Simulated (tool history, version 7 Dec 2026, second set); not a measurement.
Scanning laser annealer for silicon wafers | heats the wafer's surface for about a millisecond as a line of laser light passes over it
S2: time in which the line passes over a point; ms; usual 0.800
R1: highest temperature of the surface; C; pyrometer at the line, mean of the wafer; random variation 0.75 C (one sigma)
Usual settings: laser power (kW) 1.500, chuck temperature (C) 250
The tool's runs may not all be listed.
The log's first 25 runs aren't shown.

Run 26, hour 206.0: usual settings but S2 0.794 ms, chuck temperature (C) 225. Result: R1 998.8 C.
Run 27, hour 213.8: usual settings but laser power (kW) 1.585, S2 0.622 ms, chuck temperature (C) 255. Result: R1 962.2 C.
Run 28, hour 223.4: usual settings but S2 0.873 ms. Result: R1 1066.5 C.
Run 29, hour 231.7: usual settings but laser power (kW) 1.356, chuck temperature (C) 281. Result: R1 988.0 C.
Run 30, hour 241.5: usual settings but S2 0.855 ms, chuck temperature (C) 241. Result: R1 1046.9 C.
Run 31, hour 252.3: usual settings but laser power (kW) 1.417, S2 0.855 ms, chuck temperature (C) 241. Result: R1 1006.8 C.
Run 32, hour 257.3: usual settings but laser power (kW) 1.553, S2 0.948 ms, chuck temperature (C) 241. Result: R1 1124.3 C.
Run 33, hour 268.7: usual settings but laser power (kW) 1.553, S2 0.948 ms, chuck temperature (C) 241. Result: R1 1125.3 C.
Run 34, hour 279.9: usual settings but laser power (kW) 1.553, S2 0.948 ms, chuck temperature (C) 241. Result: R1 1123.8 C.
Run 35, hour 290.0: usual settings but laser power (kW) 1.619, S2 0.837 ms, chuck temperature (C) 233. Result: R1 1087.3 C.
Run 36, hour 300.0: usual settings but laser power (kW) 1.619, S2 0.837 ms, chuck temperature (C) 233. Result: R1 1088.6 C.
Run 37, hour 305.1: usual settings but laser power (kW) 1.527, S2 0.978 ms, chuck temperature (C) 285. Result: R1 1169.6 C.
Run 38, hour 316.1: usual settings but chuck temperature (C) 224. Result: R1 1000.2 C.
Run 39, hour 325.3: usual settings but laser power (kW) 1.333, chuck temperature (C) 213. Result: R1 908.8 C.
Run 40, hour 333.9: usual settings but laser power (kW) 1.466, S2 0.634 ms, chuck temperature (C) 213. Result: R1 878.3 C.
Run 41, hour 345.4: usual settings but laser power (kW) 1.378, S2 0.632 ms, chuck temperature (C) 270. Result: R1 897.3 C.

3 ways to go on from here, each from the tool as it stands after run 41. What would each give?
Run A, hour 355.5: usual settings but laser power (kW) 1.604, S2 0.736 ms, chuck temperature (C) 290. Result: R1 ?.
Run B, hour 355.5: usual settings but laser power (kW) 1.528, S2 0.691 ms, chuck temperature (C) 245. Result: R1 ?.
Run C, hour 355.5: usual settings but laser power (kW) 1.623, chuck temperature (C) 230. Result: R1 ?.

run      R1
  A  1078.4
  B   969.9
  C  1064.8
Without the tool's hidden state the same runs would have given:
run      R1
  A  1078.7
  B   970.2
  C  1065.1

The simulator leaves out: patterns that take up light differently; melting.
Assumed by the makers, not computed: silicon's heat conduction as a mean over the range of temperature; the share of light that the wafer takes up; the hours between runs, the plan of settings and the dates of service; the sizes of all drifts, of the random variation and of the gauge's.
